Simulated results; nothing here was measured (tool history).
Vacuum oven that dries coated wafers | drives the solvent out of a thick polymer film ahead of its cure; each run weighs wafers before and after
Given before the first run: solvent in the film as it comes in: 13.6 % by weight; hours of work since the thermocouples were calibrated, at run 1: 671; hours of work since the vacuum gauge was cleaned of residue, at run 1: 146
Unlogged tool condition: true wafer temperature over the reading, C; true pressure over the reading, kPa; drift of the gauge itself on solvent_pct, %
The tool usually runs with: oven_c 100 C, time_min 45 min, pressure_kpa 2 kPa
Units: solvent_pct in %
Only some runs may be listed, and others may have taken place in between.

| run | hour | oven_c | time_min | pressure_kpa | hours of work since the thermocouples were calibrated | hours of work since the vacuum gauge was cleaned of residue | solvent_pct |
|---|---|---|---|---|---|---|---|
| 1 | 0 | 100 | 45 | 2 | 671 | 146 | 2.29 |
| 2 | 42.5 | 100 | 45 | 2 | 699 | 175 | 2.3 |
| 3 | 110.6 | 100 | 45 | 2 | 746 | 221 | 2.27 |
| 4 | 145.1 | 100 | 45 | 2 | 769 | 244 | 2.32 |
|  | 167.2 | oven's thermocouples calibrated |
| 5 | 192.9 | 100 | 45 | 2 | 17 | 275 | 2.51 |
| 6 | 241.6 | 100 | 45 | 2 | 50 | 308 | 2.43 |
| 7 | 305.6 | 100 | 45 | 2 | 94 | 351 | 2.51 |
| 8 | 369.4 | 100 | 28 | 2 | 137 | 394 | 4.04 |
| 9 | 438.1 | 96 | 22 | 2 | 183 | 441 | 6.15 |
| 10 | 474.7 | 91 | 42 | 1.92 | 208 | 466 | 5.19 |
|  | 517.7 | oven's thermocouples calibrated, once more |
| 11 | 534.3 | 87 | 43 | 3.09 | 11 | 504 | 6.14 |
| 12 | 575.4 | 100 | 45 | 1 | 39 | 532 | 1.57 |

4 ways to go on from here, each from the tool as it stands after run 12. What would each give?
| A | 631.3 | 86 | 39 | 1.54 | 77 | 570 | ? |
| B | 631.3 | 113 | 45 | 2 | 77 | 570 | ? |
| C | 631.3 | 100 | 65 | 1 | 77 | 570 | ? |
| D | 631.3 | 96 | 45 | 1 | 77 | 570 | ? |

| run | solvent_pct |
|---|---|
| A | 5.98 |
| B | 0.68 |
| C | 0.94 |
| D | 2.41 |
Stripped of hidden state, with their random variation kept, the same runs would have yielded:
| run | solvent_pct |
|---|---|
| A | 5.91 |
| B | 0.65 |
| C | 0.89 |
| D | 2.34 |

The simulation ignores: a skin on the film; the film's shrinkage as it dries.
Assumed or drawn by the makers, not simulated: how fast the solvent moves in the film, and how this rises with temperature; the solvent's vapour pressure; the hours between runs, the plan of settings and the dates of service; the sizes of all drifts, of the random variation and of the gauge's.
